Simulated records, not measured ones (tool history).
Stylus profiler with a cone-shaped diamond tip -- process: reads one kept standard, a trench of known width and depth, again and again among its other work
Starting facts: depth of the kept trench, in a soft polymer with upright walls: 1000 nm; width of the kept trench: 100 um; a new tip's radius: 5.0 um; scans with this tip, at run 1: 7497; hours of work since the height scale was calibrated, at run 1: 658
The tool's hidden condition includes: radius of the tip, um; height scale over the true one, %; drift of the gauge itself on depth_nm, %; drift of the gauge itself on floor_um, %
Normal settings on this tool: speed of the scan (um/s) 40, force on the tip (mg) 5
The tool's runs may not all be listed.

| run | hour | speed of the scan (um/s) | force on the tip (mg) | scans with this tip | hours of work since the height scale was calibrated | depth of the trench (Å) | width of the trench's floor (um) |
|---|---|---|---|---|---|---|---|
| 1 | 0 | 40 | 5 | 7497 | 658 | 10221.3 | 92.31 |
| 2 | 145.3 | 40 | 5 | 8448 | 742 | 10227.8 | 92.15 |
| 3 | 255.1 | 40 | 5 | 9167 | 805 | 10231 | 92.02 |
| 4 | 334.2 | 40 | 5 | 9685 | 850 | 10235.5 | 92.01 |
| 5 | 462 | 40 | 5 | 10521 | 923 | 10231.8 | 91.86 |
| 6 | 602.2 | 40 | 5 | 11439 | 1004 | 10236.9 | 91.64 |
| 7 | 669 | 40 | 5 | 11876 | 1042 | 10239.1 | 91.54 |
| 8 | 781.9 | 40 | 5 | 12614 | 1107 | 10246.4 | 91.46 |
| 9 | 926.7 | 40 | 4.42 | 13562 | 1190 | 10232.8 | 91.27 |
| 10 | 1012.6 | 40 | 4.42 | 14125 | 1240 | 10232.2 | 91.2 |
| 11 | 1108.7 | 40 | 5 | 14754 | 1295 | 10250.3 | 91.09 |
| 12 | 1240.3 | 40 | 5 | 15615 | 1371 | 10251.9 | 90.97 |
| 13 | 1365.5 | 13 | 5 | 16435 | 1443 | 10256.6 | 90.97 |
| 14 | 1430.2 | 40 | 5 | 16858 | 1480 | 10258 | 90.83 |
| 15 | 1551.8 | 40 | 5 | 17654 | 1550 | 10263.2 | 90.63 |
| 16 | 1694.2 | 40 | 4.81 | 18585 | 1631 | 10261.1 | 90.56 |
| 17 | 1762.2 | 40 | 4.81 | 19031 | 1670 | 10257.8 | 90.46 |
| 18 | 1836.9 | 65 | 2.05 | 19520 | 1713 | 10175.7 | 90.16 |
| 19 | 1920.5 | 153 | 3.6 | 20067 | 1761 | 10231.1 | 89.68 |
|  | 1930.9 | height scale calibrated on a step standard |
| 20 | 1986.3 | 148 | 9.17 | 20494 | 32 | 10389.9 | 89.95 |
| 21 | 2050.7 | 148 | 9.17 | 20916 | 69 | 10390.6 | 89.93 |
| 22 | 2157.3 | 155 | 2.72 | 21613 | 130 | 10227.7 | 89.37 |
|  | 2202.2 | height scale calibrated on a step standard, once more |
| 23 | 2264.1 | 45 | 6.08 | 22309 | 36 | 10227.4 | 90.02 |
| 24 | 2408.9 | 45 | 6.08 | 23257 | 119 | 10233 | 89.85 |
| 25 | 2540.7 | 30 | 6.98 | 24120 | 194 | 10253.5 | 89.79 |
| 26 | 2668.1 | 113 | 6.98 | 24953 | 268 | 10258.3 | 89.32 |
| 27 | 2812.4 | 42 | 9.24 | 25898 | 351 | 10315.8 | 89.58 |
| 28 | 2915.1 | 42 | 5.3 | 26570 | 410 | 10219.6 | 89.44 |
| 29 | 3014 | 26 | 6.9 | 27217 | 466 | 10264.2 | 89.43 |
| 30 | 3126.4 | 56 | 7.48 | 27953 | 531 | 10283.3 | 89.22 |
| 31 | 3210.9 | 56 | 7.48 | 28506 | 579 | 10282.2 | 89.15 |
| 32 | 3306.5 | 56 | 7.48 | 29132 | 634 | 10286.2 | 89.05 |
| 33 | 3385.2 | 135 | 7.48 | 29647 | 680 | 10290.1 | 88.72 |
| 34 | 3456.9 | 135 | 7.48 | 30116 | 721 | 10288.3 | 88.67 |

Describe how what the log doesn't record of the tool's condition differs between the last listed run preceding each entry between runs and the first listed run following it.
Run 19 -> run 20: height scale calibrated on a step standard (hour 1930.9)
  radius of the tip, um: 11.78 -> 11.91; height scale over the true one, %: 0.732 -> 0.927
  what was measured, less what the result would be without the hidden state, depth of the trench (Å): +74.4 -> +95.5; width of the trench's floor (um): -3.5 -> -3.56
Run 22 -> run 23: height scale calibrated on a step standard, once more (hour 2202.2)
  radius of the tip, um: 12.3 -> 12.53; height scale over the true one, %: 0.969 -> 0.026
  what was measured, less what the result would be without the hidden state, depth of the trench (Å): +98.2 -> +2.7; width of the trench's floor (um): -3.72 -> -3.82
